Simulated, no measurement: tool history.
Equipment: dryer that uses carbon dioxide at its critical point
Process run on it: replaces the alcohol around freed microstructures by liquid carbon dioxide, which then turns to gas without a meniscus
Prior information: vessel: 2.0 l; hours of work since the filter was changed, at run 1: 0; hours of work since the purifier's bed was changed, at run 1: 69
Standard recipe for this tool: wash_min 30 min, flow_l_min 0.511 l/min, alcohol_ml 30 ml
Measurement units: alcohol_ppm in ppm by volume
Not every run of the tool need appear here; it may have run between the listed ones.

run,hour,wash_min,flow_l_min,alcohol_ml,hours of work since the filter was changed,hours of work since the purifier's bed was changed,alcohol_ppm
1,0.0,30,0.511,30,0,69,64
2,27.5,30,0.511,30,18,87,83
3,59.3,30,0.511,30,39,108,87
4,98.0,30,0.511,30,65,134,103
5,135.5,30,0.511,30,90,159,118
6,166.9,30,0.511,30,111,179,120
7,186.2,30,0.511,30,123,192,141
8,213.9,30,0.511,30,142,210,150
9,234.4,30,0.825,30,155,224,69
# hour 254.3: inlet filter changed
10,256.6,30,0.511,30,2,238,118
11,272.4,30,0.511,30,12,249,126
12,311.1,30,0.511,30,38,274,123
13,331.5,30,0.511,30,51,288,128
14,368.0,30,0.511,50,75,312,190
15,399.9,30,0.511,50,97,333,223
16,423.2,30,0.511,50,112,349,226
17,458.7,31,0.618,51,135,372,159
18,480.4,30,0.381,30,150,386,452
# hour 508.2: inlet filter changed
19,512.0,45,0.552,43,3,407,105
20,534.5,46,0.771,28,17,422,122
21,553.2,27,0.762,97,30,434,159
22,573.1,20,0.511,30,43,447,471
23,600.5,20,0.511,30,61,465,533
24,632.6,24,0.319,35,82,487,1317
25,649.1,36,0.319,24,93,498,337
26,684.6,44,0.342,24,117,521,218
27,720.8,44,0.342,24,141,545,224
28,740.3,40,0.342,24,154,558,278
# hour 761.6: inlet filter changed
29,761.6,18,0.511,113,0,572,2032
30,778.0,18,0.511,113,11,582,2097
31,809.4,32,0.511,40,32,603,217
32,830.9,32,0.511,40,46,618,231

Entry by entry between the runs, the difference in hidden state between the last listed run before and the first listed run after:
In the gap between runs 9 and 10: inlet filter changed (hour 254.3)
  flow that reaches the vessel past the clogged filter, %: 87 -> 99.6; alcohol in the recycled carbon dioxide, ppm: 61.6 -> 65.7
  difference, measured minus the result without the unlogged condition, alcohol_ppm: +59 -> +61 ppm by volume
In the gap between runs 18 and 19: inlet filter changed (hour 508.2)
  flow that reaches the vessel past the clogged filter, %: 86.8 -> 99.7; alcohol in the recycled carbon dioxide, ppm: 104.5 -> 109.9
  difference, measured minus the result without the unlogged condition, alcohol_ppm: +253 -> +104 ppm by volume
In the gap between runs 28 and 29: inlet filter changed (hour 761.6)
  flow that reaches the vessel past the clogged filter, %: 86.5 -> 99.2; alcohol in the recycled carbon dioxide, ppm: 149.4 -> 153.1
  difference, measured minus the result without the unlogged condition, alcohol_ppm: +207 -> +201 ppm by volume
